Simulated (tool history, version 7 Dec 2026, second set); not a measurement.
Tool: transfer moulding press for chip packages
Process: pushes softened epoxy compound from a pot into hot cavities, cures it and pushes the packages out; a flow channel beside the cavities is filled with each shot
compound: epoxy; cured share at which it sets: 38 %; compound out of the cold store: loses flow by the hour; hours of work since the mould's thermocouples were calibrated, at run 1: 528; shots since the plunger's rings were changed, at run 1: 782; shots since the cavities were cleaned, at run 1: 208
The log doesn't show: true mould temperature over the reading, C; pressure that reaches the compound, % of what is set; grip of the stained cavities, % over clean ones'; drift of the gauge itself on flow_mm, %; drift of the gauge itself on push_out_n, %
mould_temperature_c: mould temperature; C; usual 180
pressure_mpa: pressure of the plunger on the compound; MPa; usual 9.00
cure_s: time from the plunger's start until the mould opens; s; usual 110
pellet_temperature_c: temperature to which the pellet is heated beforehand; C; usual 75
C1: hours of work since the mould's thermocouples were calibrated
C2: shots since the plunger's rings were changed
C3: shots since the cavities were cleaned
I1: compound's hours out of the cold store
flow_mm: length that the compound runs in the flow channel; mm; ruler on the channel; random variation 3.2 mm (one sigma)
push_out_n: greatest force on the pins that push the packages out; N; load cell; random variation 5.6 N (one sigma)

Run 1, hour 0.0: usual settings; C1 528; C2 782; C3 208; I1 21.3. Result: flow_mm 677 mm, push_out_n 254 N.
Run 2, hour 56.9: usual settings; C1 563; C2 1319; C3 745; I1 16.4. Result: flow_mm 699 mm, push_out_n 376 N.
At hour 104.8: cavities cleaned with cleaning compound and waxed.
Run 3, hour 130.1: usual settings; C1 606; C2 1996; C3 239; I1 12.9. Result: flow_mm 710 mm, push_out_n 327 N.
Run 4, hour 225.0: usual settings but pellet_temperature_c 74 C; C1 664; C2 2891; C3 1134; I1 34.1. Result: flow_mm 632 mm, push_out_n 392 N.
At hour 232.4: cavities cleaned with cleaning compound and waxed.
Run 5, hour 269.0: usual settings but cure_s 103 s, pellet_temperature_c 74 C; C1 689; C2 3292; C3 345; I1 27.1. Result: flow_mm 653 mm, push_out_n 323 N.
At hour 359.0: cavities cleaned with cleaning compound and waxed.
Run 6, hour 359.0: usual settings but cure_s 103 s, pellet_temperature_c 74 C; C1 743; C2 4127; C3 0; I1 26.6. Result: flow_mm 648 mm, push_out_n 207 N.
Run 7, hour 432.6: usual settings but cure_s 136 s; C1 787; C2 4821; C3 694; I1 39.8. Result: flow_mm 605 mm, push_out_n 362 N.
Run 8, hour 475.3: usual settings; C1 813; C2 5224; C3 1097; I1 39.2. Result: flow_mm 604 mm, push_out_n 406 N.
At hour 485.5: cavities cleaned with cleaning compound and waxed.
Run 9, hour 528.1: usual settings but mould_temperature_c 178 C; C1 844; C2 5708; C3 402; I1 44.7. Result: flow_mm 596 mm, push_out_n 342 N.
Run 10, hour 603.5: usual settings; C1 890; C2 6419; C3 1113; I1 16.8. Result: flow_mm 654 mm, push_out_n 413 N.
At hour 609.9: cavities cleaned with cleaning compound and waxed.
At hour 621.6: mould's thermocouples calibrated.
At hour 666.4: plunger's sealing rings changed.
Run 11, hour 695.0: usual settings; C1 43; C2 270; C3 761; I1 31.5. Result: flow_mm 668 mm, push_out_n 415 N.
At hour 742.7: cavities cleaned with cleaning compound and waxed.
Run 12, hour 745.1: usual settings; C1 72; C2 728; C3 23; I1 9.1. Result: flow_mm 733 mm, push_out_n 228 N.
Run 13, hour 803.6: usual settings but pellet_temperature_c 67 C; C1 108; C2 1280; C3 575; I1 43.9. Result: flow_mm 623 mm, push_out_n 369 N.
Run 14, hour 852.0: usual settings but pressure_mpa 7.47 MPa, pellet_temperature_c 67 C; C1 137; C2 1736; C3 1031; I1 29.8. Result: flow_mm 597 mm, push_out_n 420 N.
At hour 866.6: cavities cleaned with cleaning compound and waxed.
Run 15, hour 945.0: usual settings but mould_temperature_c 175 C, pressure_mpa 7.47 MPa, pellet_temperature_c 80 C; C1 192; C2 2600; C3 739; I1 28.8. Result: flow_mm 620 mm, push_out_n 513 N.
At hour 996.0: cavities cleaned with cleaning compound and waxed.
At hour 1004.8: mould's thermocouples calibrated, once more.
Run 16, hour 1032.1: usual settings but mould_temperature_c 175 C, pressure_mpa 7.47 MPa, pellet_temperature_c 80 C; C1 17; C2 3389; C3 322; I1 15.0. Result: flow_mm 637 mm, push_out_n 344 N.
At hour 1122.5: cavities cleaned with cleaning compound and waxed.
Run 17, hour 1129.8: usual settings but mould_temperature_c 175 C, pressure_mpa 7.47 MPa, cure_s 104 s, pellet_temperature_c 66 C; C1 75; C2 4296; C3 69; I1 28.1. Result: flow_mm 600 mm, push_out_n 277 N.
Run 18, hour 1196.9: usual settings but pressure_mpa 7.74 MPa, cure_s 119 s, pellet_temperature_c 74 C; C1 115; C2 4930; C3 703; I1 9.2. Result: flow_mm 642 mm, push_out_n 339 N.
At hour 1250.7: cavities cleaned with cleaning compound and waxed.
Run 19, hour 1264.1: usual settings but mould_temperature_c 185 C, pressure_mpa 10.97 MPa, cure_s 135 s, pellet_temperature_c 74 C; C1 155; C2 5550; C3 127; I1 16.6. Result: flow_mm 706 mm, push_out_n 231 N.
Run 20, hour 1316.2: usual settings but mould_temperature_c 184 C, pressure_mpa 10.97 MPa, cure_s 135 s, pellet_temperature_c 74 C; C1 187; C2 6041; C3 618; I1 23.1. Result: flow_mm 694 mm, push_out_n 351 N.
At hour 1378.0: cavities cleaned with cleaning compound and waxed.
Run 21, hour 1383.5: usual settings but mould_temperature_c 179 C, pressure_mpa 8.91 MPa, cure_s 119 s, pellet_temperature_c 66 C; C1 226; C2 6662; C3 52; I1 47.7. Result: flow_mm 569 mm, push_out_n 222 N.
At hour 1422.3: plunger's sealing rings changed.
Run 22, hour 1482.2: usual settings but mould_temperature_c 179 C, pressure_mpa 8.91 MPa, cure_s 119 s, pellet_temperature_c 66 C; C1 285; C2 565; C3 959; I1 46.2. Result: flow_mm 613 mm, push_out_n 390 N.
At hour 1506.6: cavities cleaned with cleaning compound and waxed.
Run 23, hour 1567.3: usual settings but mould_temperature_c 179 C, pressure_mpa 8.91 MPa, cure_s 119 s, pellet_temperature_c 66 C; C1 335; C2 1354; C3 572; I1 25.1. Result: flow_mm 667 mm, push_out_n 344 N.
Run 24, hour 1608.1: usual settings but cure_s 121 s, pellet_temperature_c 66 C; C1 360; C2 1739; C3 957; I1 27.1. Result: flow_mm 660 mm, push_out_n 387 N.
At hour 1630.5: cavities cleaned with cleaning compound and waxed.
Run 25, hour 1671.6: usual settings but cure_s 121 s, pellet_temperature_c 77 C; C1 397; C2 2324; C3 388; I1 37.3. Result: flow_mm 630 mm, push_out_n 317 N.
Run 26, hour 1712.6: usual settings; C1 422; C2 2711; C3 775; I1 43.1. Result: flow_mm 610 mm, push_out_n 366 N.
At hour 1759.5: cavities cleaned with cleaning compound and waxed.
Run 27, hour 1776.0: usual settings but pressure_mpa 8.33 MPa, pellet_temperature_c 80 C; C1 460; C2 3295; C3 156; I1 10.8. Result: flow_mm 674 mm, push_out_n 258 N.
Run 28, hour 1843.1: usual settings but mould_temperature_c 182 C, pressure_mpa 9.51 MPa, cure_s 106 s; C1 500; C2 3928; C3 789; I1 47.3. Result: flow_mm 603 mm, push_out_n 364 N.

How the hidden state differs across the entries between the runs, from the last listed run before each to the first after it:
Between runs 2 and 3: cavities cleaned with cleaning compound and waxed (hour 104.8)
  true mould temperature over the reading, C: -1.37 -> -1.46; pressure that reaches the compound, % of what is set: 97.37 -> 96.16; grip of the stained cavities, % over clean ones': 91.9 -> 50
  measured less the result without the state, flow_mm: -4 -> -9 mm; push_out_n: +187 -> +113 N
Between runs 4 and 5: cavities cleaned with cleaning compound and waxed (hour 232.4)
  true mould temperature over the reading, C: -1.6 -> -1.66; pressure that reaches the compound, % of what is set: 94.46 -> 93.69; grip of the stained cavities, % over clean ones': 104.6 -> 62
  measured less the result without the state, flow_mm: -14 -> -16 mm; push_out_n: +207 -> +132 N
Between runs 5 and 6: cavities cleaned with cleaning compound and waxed (hour 359.0)
  true mould temperature over the reading, C: -1.66 -> -1.78; pressure that reaches the compound, % of what is set: 93.69 -> 92.09; grip of the stained cavities, % over clean ones': 62 -> 0.8
  measured less the result without the state, flow_mm: -16 -> -21 mm; push_out_n: +132 -> +11 N
Between runs 8 and 9: cavities cleaned with cleaning compound and waxed (hour 485.5)
  true mould temperature over the reading, C: -1.94 -> -2.01; pressure that reaches the compound, % of what is set: 89.94 -> 88.95; grip of the stained cavities, % over clean ones': 106.1 -> 65
  measured less the result without the state, flow_mm: -28 -> -30 mm; push_out_n: +211 -> +145 N
Between runs 10 and 11: cavities cleaned with cleaning compound and waxed (hour 609.9); mould's thermocouples calibrated (hour 621.6); plunger's sealing rings changed (hour 666.4)
  true mould temperature over the reading, C: -2.11 -> -3.66; pressure that reaches the compound, % of what is set: 87.46 -> 98.93; grip of the stained cavities, % over clean ones': 104.4 -> 96
  measured less the result without the state, flow_mm: -38 -> +8 mm; push_out_n: +217 -> +219 N
Between runs 11 and 12: cavities cleaned with cleaning compound and waxed (hour 742.7)
  true mould temperature over the reading, C: -3.66 -> -3.72; pressure that reaches the compound, % of what is set: 98.93 -> 97.97; grip of the stained cavities, % over clean ones': 96 -> 6.2
  measured less the result without the state, flow_mm: +8 -> +7 mm; push_out_n: +219 -> +33 N
Between runs 14 and 15: cavities cleaned with cleaning compound and waxed (hour 866.6)
  true mould temperature over the reading, C: -3.88 -> -4; pressure that reaches the compound, % of what is set: 95.98 -> 94.38; grip of the stained cavities, % over clean ones': 103 -> 89.5
  measured less the result without the state, flow_mm: +0 -> -4 mm; push_out_n: +228 -> +287 N
Between runs 15 and 16: cavities cleaned with cleaning compound and waxed (hour 996.0); mould's thermocouples calibrated, once more (hour 1004.8)
  true mould temperature over the reading, C: -4 -> -0.04; pressure that reaches the compound, % of what is set: 94.38 -> 92.81; grip of the stained cavities, % over clean ones': 89.5 -> 57.5
  measured less the result without the state, flow_mm: -4 -> -24 mm; push_out_n: +287 -> +124 N
Between runs 16 and 17: cavities cleaned with cleaning compound and waxed (hour 1122.5)
  true mould temperature over the reading, C: -0.04 -> -0.17; pressure that reaches the compound, % of what is set: 92.81 -> 91.09; grip of the stained cavities, % over clean ones': 57.5 -> 17.3
  measured less the result without the state, flow_mm: -24 -> -27 mm; push_out_n: +124 -> +43 N
Between runs 18 and 19: cavities cleaned with cleaning compound and waxed (hour 1250.7)
  true mould temperature over the reading, C: -0.26 -> -0.35; pressure that reaches the compound, % of what is set: 89.95 -> 88.83; grip of the stained cavities, % over clean ones': 87.5 -> 26.3
  measured less the result without the state, flow_mm: -33 -> -42 mm; push_out_n: +159 -> +48 N
Between runs 20 and 21: cavities cleaned with cleaning compound and waxed (hour 1378.0)
  true mould temperature over the reading, C: -0.42 -> -0.5; pressure that reaches the compound, % of what is set: 87.96 -> 86.74; grip of the stained cavities, % over clean ones': 83.5 -> 15.8
  measured less the result without the state, flow_mm: -44 -> -40 mm; push_out_n: +159 -> +32 N
Between runs 21 and 22: plunger's sealing rings changed (hour 1422.3)
  true mould temperature over the reading, C: -0.5 -> -0.63; pressure that reaches the compound, % of what is set: 86.74 -> 98.7; grip of the stained cavities, % over clean ones': 15.8 -> 102.5
  measured less the result without the state, flow_mm: -40 -> -2 mm; push_out_n: +32 -> +195 N
Between runs 22 and 23: cavities cleaned with cleaning compound and waxed (hour 1506.6)
  true mould temperature over the reading, C: -0.63 -> -0.75; pressure that reaches the compound, % of what is set: 98.7 -> 97.15; grip of the stained cavities, % over clean ones': 102.5 -> 80.9
  measured less the result without the state, flow_mm: -2 -> -7 mm; push_out_n: +195 -> +156 N
Between runs 24 and 25: cavities cleaned with cleaning compound and waxed (hour 1630.5)
  true mould temperature over the reading, C: -0.81 -> -0.89; pressure that reaches the compound, % of what is set: 96.37 -> 95.35; grip of the stained cavities, % over clean ones': 100.4 -> 67.7
  measured less the result without the state, flow_mm: -10 -> -13 mm; push_out_n: +191 -> +128 N
Between runs 26 and 27: cavities cleaned with cleaning compound and waxed (hour 1759.5)
  true mould temperature over the reading, C: -0.96 -> -1.04; pressure that reaches the compound, % of what is set: 94.57 -> 93.54; grip of the stained cavities, % over clean ones': 95.6 -> 33.7
  measured less the result without the state, flow_mm: -15 -> -19 mm; push_out_n: +181 -> +70 N
